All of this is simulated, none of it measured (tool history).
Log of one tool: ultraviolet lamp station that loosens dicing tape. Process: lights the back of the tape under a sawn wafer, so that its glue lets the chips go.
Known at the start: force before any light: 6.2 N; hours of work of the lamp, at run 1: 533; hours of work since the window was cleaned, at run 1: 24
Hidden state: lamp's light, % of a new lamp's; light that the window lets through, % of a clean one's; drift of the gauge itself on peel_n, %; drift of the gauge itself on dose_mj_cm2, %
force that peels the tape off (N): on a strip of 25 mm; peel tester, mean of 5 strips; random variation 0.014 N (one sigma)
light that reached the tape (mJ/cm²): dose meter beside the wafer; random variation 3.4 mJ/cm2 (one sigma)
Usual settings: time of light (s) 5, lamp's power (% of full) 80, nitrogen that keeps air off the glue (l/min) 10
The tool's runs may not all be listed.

| run | hour | time of light (s) | lamp's power (% of full) | nitrogen that keeps air off the glue (l/min) | hours of work of the lamp | hours of work since the window was cleaned | force that peels the tape off (N) | light that reached the tape (mJ/cm²) |
|---|---|---|---|---|---|---|---|---|
| 1 | 0.0 | 5 | 80 | 10 | 533 | 24 | 1.181 | 412 |
| 2 | 54.2 | 5 | 80 | 10 | 574 | 66 | 1.259 | 401 |
| 3 | 141.6 | 5 | 80 | 10 | 641 | 132 | 1.354 | 373 |
| 4 | 197.7 | 5 | 92 | 10 | 684 | 175 | 1.189 | 412 |
| 5 | 253.0 | 5 | 92 | 10 | 726 | 217 | 1.251 | 395 |
| 6 | 315.6 | 5 | 92 | 10 | 774 | 265 | 1.325 | 378 |
|  | 320.8 | lamp changed |
|  | 375.6 | window cleaned of glue's vapour |
| 7 | 389.4 | 5 | 80 | 10 | 52 | 11 | 0.843 | 502 |
| 8 | 431.1 | 5 | 80 | 10 | 84 | 42 | 0.900 | 488 |
| 9 | 512.6 | 5 | 98 | 10 | 146 | 105 | 0.647 | 565 |
|  | 533.3 | window cleaned of glue's vapour, once more |
| 10 | 585.5 | 5 | 80 | 17 | 201 | 40 | 0.721 | 490 |
| 11 | 635.7 | 5 | 80 | 5 | 240 | 78 | 1.235 | 479 |
| 12 | 676.1 | 5 | 80 | 5 | 271 | 109 | 1.257 | 468 |
| 13 | 745.3 | 5 | 80 | 5 | 324 | 162 | 1.347 | 439 |
| 14 | 820.8 | 5 | 72 | 10 | 381 | 220 | 1.303 | 383 |
| 15 | 900.2 | 5 | 80 | 10 | 442 | 280 | 1.198 | 412 |
|  | 943.9 | window cleaned of glue's vapour |
| 16 | 971.1 | 5 | 80 | 10 | 496 | 21 | 1.177 | 419 |
| 17 | 1053.8 | 7 | 80 | 10 | 559 | 84 | 0.694 | 556 |
| 18 | 1112.2 | 5 | 80 | 10 | 604 | 129 | 1.339 | 377 |
| 19 | 1191.8 | 5 | 80 | 10 | 664 | 189 | 1.463 | 356 |
| 20 | 1274.8 | 5 | 80 | 10 | 728 | 253 | 1.590 | 336 |
| 21 | 1336.4 | 5 | 80 | 10 | 775 | 300 | 1.690 | 322 |
|  | 1345.5 | lamp changed |
|  | 1353.1 | window cleaned of glue's vapour |
| 22 | 1399.2 | 5 | 80 | 10 | 41 | 35 | 0.746 | 531 |
| 23 | 1486.1 | 5 | 80 | 10 | 107 | 102 | 0.835 | 504 |
| 24 | 1574.0 | 5 | 80 | 10 | 174 | 169 | 0.896 | 477 |
| 25 | 1640.6 | 5 | 82 | 18 | 225 | 220 | 0.757 | 472 |
| 26 | 1718.4 | 4 | 80 | 5 | 285 | 279 | 1.879 | 350 |
|  | 1762.6 | window cleaned of glue's vapour |
| 27 | 1775.7 | 8 | 72 | 19 | 328 | 10 | 0.394 | 653 |
| 28 | 1856.9 | 8 | 72 | 19 | 390 | 72 | 0.405 | 615 |
| 29 | 1935.3 | 5 | 86 | 4 | 450 | 132 | 1.524 | 440 |
| 30 | 1993.1 | 5 | 86 | 4 | 494 | 176 | 1.575 | 420 |
| 31 | 2035.3 | 5 | 86 | 4 | 526 | 208 | 1.735 | 411 |
| 32 | 2120.3 | 3 | 63 | 10 | 591 | 273 | 3.022 | 172 |
|  | 2172.3 | window cleaned of glue's vapour |
| 33 | 2194.6 | 4 | 83 | 11 | 648 | 17 | 1.820 | 300 |
| 34 | 2281.4 | 4 | 83 | 11 | 714 | 83 | 1.883 | 278 |
| 35 | 2343.9 | 3 | 66 | 4 | 762 | 131 | 3.661 | 160 |
|  | 2364.3 | lamp changed |
| 36 | 2396.0 | 3 | 66 | 4 | 24 | 170 | 2.692 | 261 |
| 37 | 2434.1 | 5 | 78 | 12 | 53 | 199 | 0.787 | 506 |
| 38 | 2522.5 | 5 | 74 | 5 | 121 | 267 | 1.361 | 449 |
|  | 2579.0 | window cleaned of glue's vapour |
| 39 | 2607.3 | 5 | 78 | 12 | 185 | 22 | 0.796 | 493 |
| 40 | 2663.9 | 5 | 78 | 12 | 229 | 65 | 0.866 | 469 |
| 41 | 2741.4 | 6 | 75 | 10 | 288 | 124 | 0.787 | 509 |
| 42 | 2810.8 | 10 | 98 | 12 | 341 | 177 | 0.151 | 1069 |
| 43 | 2874.0 | 10 | 98 | 12 | 389 | 225 | 0.152 | 1030 |

Measured less the same run without the tool's hidden state. The same run-to-run variation is in both; the gauge's scatter may not be:
| run | force that peels the tape off (N) | light that reached the tape (mJ/cm²) |
|---|---|---|
| 1 | +0.503 | -146 |
| 2 | +0.578 | -163 |
| 3 | +0.687 | -189 |
| 4 | +0.685 | -234 |
| 5 | +0.752 | -249 |
| 6 | +0.833 | -266 |
| 7 | +0.171 | -61 |
| 8 | +0.215 | -73 |
| 9 | +0.217 | -118 |
| 10 | +0.172 | -68 |
| 11 | +0.292 | -83 |
| 12 | +0.331 | -95 |
| 13 | +0.419 | -113 |
| 14 | +0.484 | -122 |
| 15 | +0.529 | -157 |
| 16 | +0.494 | -145 |
| 17 | +0.382 | -235 |
| 18 | +0.667 | -182 |
| 19 | +0.782 | -203 |
| 20 | +0.912 | -224 |
| 21 | +1.019 | -240 |
| 22 | +0.076 | -29 |
| 23 | +0.154 | -55 |
| 24 | +0.233 | -81 |
| 25 | +0.257 | -103 |
| 26 | +0.519 | -97 |
| 27 | +0.154 | -156 |
| 28 | +0.188 | -189 |
| 29 | +0.603 | -165 |
| 30 | +0.670 | -180 |
| 31 | +0.772 | -192 |
| 32 | +0.967 | -95 |
| 33 | +0.887 | -169 |
| 34 | +0.981 | -185 |
| 35 | +1.161 | -118 |
| 36 | +0.138 | -16 |
| 37 | +0.118 | -43 |
| 38 | +0.260 | -65 |
| 39 | +0.168 | -62 |
| 40 | +0.222 | -78 |
| 41 | +0.266 | -115 |
| 42 | +0.041 | -301 |
| 43 | +0.052 | -341 |
